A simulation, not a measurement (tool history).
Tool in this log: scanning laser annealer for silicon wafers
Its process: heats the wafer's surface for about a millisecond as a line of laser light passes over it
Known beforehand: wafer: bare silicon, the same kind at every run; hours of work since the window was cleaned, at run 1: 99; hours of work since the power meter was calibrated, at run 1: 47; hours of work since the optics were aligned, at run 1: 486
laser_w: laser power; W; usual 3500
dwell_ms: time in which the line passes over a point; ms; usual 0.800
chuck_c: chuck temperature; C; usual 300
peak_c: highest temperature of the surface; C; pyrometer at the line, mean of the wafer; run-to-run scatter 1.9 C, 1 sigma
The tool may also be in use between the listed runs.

| run | hour | laser_w | dwell_ms | chuck_c | hours of work since the window was cleaned | hours of work since the power meter was calibrated | hours of work since the optics were aligned | peak_c |
|---|---|---|---|---|---|---|---|---|
| 1 | 0.0 | 3500 | 0.800 | 300 | 99 | 47 | 486 | 1116 |
| 2 | 12.9 | 3500 | 0.800 | 300 | 109 | 57 | 496 | 1118 |
| 3 | 30.6 | 3500 | 0.611 | 300 | 123 | 71 | 510 | 996 |
| 4 | 49.1 | 3500 | 0.800 | 300 | 138 | 86 | 525 | 1117 |
| 5 | 66.0 | 3500 | 0.800 | 300 | 151 | 99 | 538 | 1117 |
| 6 | 82.6 | 3500 | 0.800 | 300 | 165 | 113 | 551 | 1114 |
| 7 | 102.8 | 3500 | 0.800 | 300 | 181 | 129 | 567 | 1114 |
| 8 | 116.4 | 3500 | 0.800 | 300 | 191 | 139 | 578 | 1114 |
| 9 | 136.0 | 3500 | 0.800 | 270 | 207 | 155 | 594 | 1085 |
| 10 | 147.4 | 3500 | 0.800 | 270 | 216 | 164 | 603 | 1080 |
| 11 | 161.2 | 3500 | 0.800 | 270 | 227 | 175 | 614 | 1082 |
| 12 | 178.5 | 3500 | 0.800 | 270 | 241 | 189 | 627 | 1079 |
| 13 | 202.8 | 3500 | 0.859 | 270 | 260 | 208 | 647 | 1110 |
| 14 | 226.1 | 3500 | 0.800 | 300 | 278 | 226 | 665 | 1105 |
| 15 | 241.9 | 3500 | 0.800 | 299 | 291 | 239 | 678 | 1105 |
| 16 | 259.0 | 3500 | 0.800 | 299 | 305 | 252 | 691 | 1105 |
| 17 | 271.6 | 3500 | 0.800 | 299 | 314 | 262 | 701 | 1101 |
|  | 274.9 | window over the wafer cleaned |
| 18 | 284.5 | 3500 | 0.800 | 299 | 8 | 271 | 710 | 1088 |
| 19 | 300.7 | 3500 | 0.800 | 263 | 20 | 284 | 723 | 1050 |
| 20 | 324.1 | 3500 | 0.800 | 263 | 39 | 302 | 741 | 1050 |
|  | 347.2 | window over the wafer cleaned, once more |
| 21 | 349.1 | 3500 | 0.655 | 263 | 2 | 321 | 760 | 996 |
| 22 | 374.3 | 3500 | 0.655 | 263 | 22 | 341 | 780 | 993 |
| 23 | 398.4 | 3500 | 0.655 | 263 | 41 | 360 | 799 | 991 |
| 24 | 414.8 | 3320 | 0.800 | 287 | 54 | 373 | 812 | 1063 |
| 25 | 433.9 | 3320 | 0.800 | 287 | 69 | 388 | 827 | 1063 |
| 26 | 450.0 | 3547 | 0.563 | 336 | 82 | 401 | 840 | 1010 |
| 27 | 466.1 | 3547 | 0.563 | 336 | 94 | 414 | 852 | 1008 |
| 28 | 482.8 | 3098 | 0.588 | 262 | 108 | 427 | 866 | 863 |
| 29 | 497.8 | 3098 | 0.588 | 262 | 119 | 439 | 877 | 862 |
| 30 | 518.2 | 3098 | 0.588 | 262 | 136 | 455 | 894 | 860 |
| 31 | 530.1 | 3098 | 0.588 | 262 | 145 | 464 | 903 | 861 |
| 32 | 547.3 | 3500 | 0.956 | 306 | 159 | 478 | 917 | 1203 |
| 33 | 571.4 | 3500 | 0.956 | 306 | 178 | 497 | 936 | 1206 |
| 34 | 595.6 | 3500 | 0.956 | 282 | 197 | 516 | 955 | 1177 |
| 35 | 608.8 | 3500 | 0.956 | 282 | 207 | 527 | 965 | 1174 |
| 36 | 633.0 | 3500 | 0.956 | 282 | 227 | 546 | 985 | 1174 |
| 37 | 648.9 | 3400 | 0.585 | 302 | 239 | 558 | 997 | 949 |

What does the tool deliver on the next run?
| 38 | 667.4 | 3400 | 0.585 | 302 | 254 | 573 | 1012 | ? |

peak_c: 952 C
Take away the tool's hidden state, keep the run-to-run variation as it was, and the same run would have given peak_c 974 C.
